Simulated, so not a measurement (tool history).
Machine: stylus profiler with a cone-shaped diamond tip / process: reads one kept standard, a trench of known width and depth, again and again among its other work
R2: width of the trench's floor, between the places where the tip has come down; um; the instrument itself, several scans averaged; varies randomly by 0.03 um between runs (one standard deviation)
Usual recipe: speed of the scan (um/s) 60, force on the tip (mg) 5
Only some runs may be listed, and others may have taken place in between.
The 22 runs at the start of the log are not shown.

run 23 hour=811.3 | speed_of_the_scan_(um/s)=60 force_on_the_tip_(mg)=5 | depth_of_the_trench_(Å)=2020.2 R2=46.81
run 24 hour=843 | speed_of_the_scan_(um/s)=91 force_on_the_tip_(mg)=12.58 | depth_of_the_trench_(Å)=2038.7 R2=46.79
run 25 hour=877.2 | speed_of_the_scan_(um/s)=87 force_on_the_tip_(mg)=5 | depth_of_the_trench_(Å)=2021.7 R2=46.61
run 26 hour=924.2 | speed_of_the_scan_(um/s)=45 force_on_the_tip_(mg)=7.19 | depth_of_the_trench_(Å)=2025 R2=46.79
run 27 hour=970.2 | speed_of_the_scan_(um/s)=105 force_on_the_tip_(mg)=3.07 | depth_of_the_trench_(Å)=2015.2 R2=46.43
run 28 hour=1004.8 | speed_of_the_scan_(um/s)=61 force_on_the_tip_(mg)=14.27 | depth_of_the_trench_(Å)=2040.8 R2=46.72
run 29 hour=1040.5 | speed_of_the_scan_(um/s)=61 force_on_the_tip_(mg)=14.27 | depth_of_the_trench_(Å)=2041.5 R2=46.69
run 30 hour=1067.7 | speed_of_the_scan_(um/s)=61 force_on_the_tip_(mg)=14.27 | depth_of_the_trench_(Å)=2039.5 R2=46.7
run 31 hour=1087.9 | speed_of_the_scan_(um/s)=54 force_on_the_tip_(mg)=8.77 | depth_of_the_trench_(Å)=2028.5 R2=46.64
run 32 hour=1120.7 | speed_of_the_scan_(um/s)=126 force_on_the_tip_(mg)=7.06 | depth_of_the_trench_(Å)=2022.7 R2=46.42
run 33 hour=1150.6 | speed_of_the_scan_(um/s)=53 force_on_the_tip_(mg)=5 | depth_of_the_trench_(Å)=2019.4 R2=46.56
run 34 hour=1199.6 | speed_of_the_scan_(um/s)=53 force_on_the_tip_(mg)=3.81 | depth_of_the_trench_(Å)=2014.2 R2=46.47
run 35 hour=1241.1 | speed_of_the_scan_(um/s)=37 force_on_the_tip_(mg)=7.11 | depth_of_the_trench_(Å)=2025.2 R2=46.55
run 36 hour=1267.1 | speed_of_the_scan_(um/s)=219 force_on_the_tip_(mg)=5 | depth_of_the_trench_(Å)=2018.8 R2=45.96
run 37 hour=1294.6 | speed_of_the_scan_(um/s)=39 force_on_the_tip_(mg)=3.98 | depth_of_the_trench_(Å)=2014.3 R2=46.41
run 38 hour=1324.7 | speed_of_the_scan_(um/s)=39 force_on_the_tip_(mg)=3.98 | depth_of_the_trench_(Å)=2016.5 R2=46.46
run 39 hour=1358.3 | speed_of_the_scan_(um/s)=39 force_on_the_tip_(mg)=3.98 | depth_of_the_trench_(Å)=2015.6 R2=46.42
run 40 hour=1387.9 | speed_of_the_scan_(um/s)=65 force_on_the_tip_(mg)=14.14 | depth_of_the_trench_(Å)=2038.7 R2=46.39
run 41 hour=1423.5 | speed_of_the_scan_(um/s)=24 force_on_the_tip_(mg)=9.53 | depth_of_the_trench_(Å)=2029.1 R2=46.46
run 42 hour=1458.9 | speed_of_the_scan_(um/s)=117 force_on_the_tip_(mg)=6.63 | depth_of_the_trench_(Å)=2021.6 R2=46.21
run 43 hour=1493.2 | speed_of_the_scan_(um/s)=217 force_on_the_tip_(mg)=4.13 | depth_of_the_trench_(Å)=2015.7 R2=45.74
run 44 hour=1529.3 | speed_of_the_scan_(um/s)=33 force_on_the_tip_(mg)=2.19 | depth_of_the_trench_(Å)=2007.2 R2=46.2
run 45 hour=1562.5 | speed_of_the_scan_(um/s)=20 force_on_the_tip_(mg)=3.89 | depth_of_the_trench_(Å)=2012.1 R2=46.32

What if the next run were any one of these 5? Each begins from the tool's condition after run 45:
run A hour=1590.3 | speed_of_the_scan_(um/s)=82 force_on_the_tip_(mg)=5.96 | depth_of_the_trench_(Å)=? R2=?
run B hour=1590.3 | speed_of_the_scan_(um/s)=20 force_on_the_tip_(mg)=2.47 | depth_of_the_trench_(Å)=? R2=?
run C hour=1590.3 | speed_of_the_scan_(um/s)=101 force_on_the_tip_(mg)=9.3 | depth_of_the_trench_(Å)=? R2=?
run D hour=1590.3 | speed_of_the_scan_(um/s)=179 force_on_the_tip_(mg)=6.03 | depth_of_the_trench_(Å)=? R2=?
run E hour=1590.3 | speed_of_the_scan_(um/s)=181 force_on_the_tip_(mg)=3.04 | depth_of_the_trench_(Å)=? R2=?

run=A depth_of_the_trench_(Å)=2020.6 R2=46.09
run=B depth_of_the_trench_(Å)=2008.4 R2=46.25
run=C depth_of_the_trench_(Å)=2028 R2=46.08
run=D depth_of_the_trench_(Å)=2019.7 R2=45.88
run=E depth_of_the_trench_(Å)=2010.7 R2=45.67
Had the tool no hidden state, the same runs would have come out as:
run=A depth_of_the_trench_(Å)=2024.8 R2=46.95
run=B depth_of_the_trench_(Å)=2012.5 R2=47.1
run=C depth_of_the_trench_(Å)=2032.2 R2=46.93
run=D depth_of_the_trench_(Å)=2023.9 R2=46.73
run=E depth_of_the_trench_(Å)=2014.8 R2=46.53

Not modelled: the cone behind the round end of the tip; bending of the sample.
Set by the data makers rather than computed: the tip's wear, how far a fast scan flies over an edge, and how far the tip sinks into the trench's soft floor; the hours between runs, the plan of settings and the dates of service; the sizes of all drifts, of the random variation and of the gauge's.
